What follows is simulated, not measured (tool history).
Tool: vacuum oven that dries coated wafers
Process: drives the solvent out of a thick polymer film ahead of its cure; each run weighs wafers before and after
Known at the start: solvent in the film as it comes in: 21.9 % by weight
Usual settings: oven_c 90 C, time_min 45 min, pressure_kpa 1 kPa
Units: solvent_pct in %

| run | hour | oven_c | time_min | pressure_kpa | solvent_pct |
|---|---|---|---|---|---|
| 1 | 0 | 90 | 45 | 1 | 2.39 |
| 2 | 69 | 90 | 56 | 1 | 1.63 |
| 3 | 153.4 | 90 | 45 | 1 | 2.4 |
| 4 | 210.4 | 90 | 45 | 0.7 | 2.27 |
| 5 | 300.8 | 90 | 45 | 1 | 2.57 |
| 6 | 372.5 | 90 | 45 | 0.72 | 2.45 |
| 7 | 450.8 | 87 | 51 | 0.84 | 2.93 |
| 8 | 507.5 | 95 | 25 | 0.84 | 3.65 |
| 9 | 563.8 | 88 | 45 | 1 | 3.22 |
| 10 | 641.8 | 88 | 45 | 1 | 3.35 |
| 11 | 744.5 | 88 | 72 | 1.13 | 1.61 |
| 12 | 816.6 | 90 | 37 | 1.94 | 4.06 |

Forecast each of these 4 alternatives for the next run:
| A | 921.2 | 90 | 25 | 1.94 | ? |
| B | 921.2 | 92 | 35 | 1.48 | ? |
| C | 921.2 | 81 | 22 | 1.31 | ? |
| D | 921.2 | 90 | 45 | 0.5 | ? |

| run | solvent_pct |
|---|---|
| A | 6.39 |
| B | 3.47 |
| C | 10.71 |
| D | 2.67 |
Without the tool's hidden state the same runs would have given:
| run | solvent_pct |
|---|---|
| A | 5.51 |
| B | 2.73 |
| C | 9.87 |
| D | 1.97 |
